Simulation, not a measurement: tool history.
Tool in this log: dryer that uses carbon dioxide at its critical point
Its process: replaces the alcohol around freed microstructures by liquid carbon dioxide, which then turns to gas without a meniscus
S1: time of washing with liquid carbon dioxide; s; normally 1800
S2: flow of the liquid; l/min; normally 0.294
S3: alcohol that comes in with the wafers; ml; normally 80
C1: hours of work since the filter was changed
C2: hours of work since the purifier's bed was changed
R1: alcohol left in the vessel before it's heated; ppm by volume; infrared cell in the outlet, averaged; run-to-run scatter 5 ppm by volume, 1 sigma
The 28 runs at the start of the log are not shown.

| run | day | S1 | S2 | S3 | C1 | C2 | R1 |
|---|---|---|---|---|---|---|---|
| 29 | 53.058 | 1680 | 0.294 | 88 | 364 | 181 | 176 |
| 30 | 54.746 | 1680 | 0.294 | 88 | 382 | 199 | 180 |
|  | 56.804 | inlet filter changed |
| 31 | 57.221 | 1680 | 0.294 | 88 | 4 | 225 | 136 |
| 32 | 59.358 | 1680 | 0.294 | 88 | 28 | 248 | 140 |
| 33 | 61.879 | 2760 | 0.194 | 80 | 55 | 275 | 123 |
| 34 | 63.617 | 2280 | 0.325 | 91 | 73 | 294 | 102 |
| 35 | 65.85 | 1680 | 0.217 | 21 | 98 | 318 | 203 |
| 36 | 67.471 | 1680 | 0.217 | 21 | 115 | 336 | 215 |
| 37 | 69.875 | 1800 | 0.235 | 112 | 141 | 362 | 348 |
| 38 | 71.888 | 1080 | 0.336 | 80 | 163 | 383 | 559 |
| 39 | 73.075 | 2700 | 0.294 | 85 | 176 | 396 | 144 |
| 40 | 75.217 | 1440 | 0.419 | 20 | 199 | 419 | 141 |
| 41 | 77.242 | 1260 | 0.211 | 21 | 220 | 441 | 603 |
| 42 | 78.6 | 1260 | 0.211 | 21 | 235 | 456 | 634 |
| 43 | 80.992 | 1500 | 0.453 | 89 | 261 | 481 | 168 |
| 44 | 83.554 | 1320 | 0.453 | 89 | 289 | 509 | 188 |
| 45 | 85.179 | 1620 | 0.363 | 69 | 306 | 527 | 185 |
| 46 | 87.546 | 1620 | 0.363 | 69 | 332 | 552 | 202 |

Consider 4 possible next runs. They are alternatives, not a sequence: every one starts from the tool as it was left by run 46. What does each give?
| A | 89.054 | 1740 | 0.294 | 99 | 348 | 568 | ? |
| B | 89.054 | 1320 | 0.294 | 80 | 348 | 568 | ? |
| C | 89.054 | 1500 | 0.236 | 22 | 348 | 568 | ? |
| D | 89.054 | 2100 | 0.258 | 37 | 348 | 568 | ? |

| run | R1 |
|---|---|
| A | 272 |
| B | 565 |
| C | 357 |
| D | 200 |
Without the tool's unlogged condition, the same runs would have read:
| run | R1 |
|---|---|
| A | 48 |
| B | 242 |
| C | 117 |
| D | 12 |

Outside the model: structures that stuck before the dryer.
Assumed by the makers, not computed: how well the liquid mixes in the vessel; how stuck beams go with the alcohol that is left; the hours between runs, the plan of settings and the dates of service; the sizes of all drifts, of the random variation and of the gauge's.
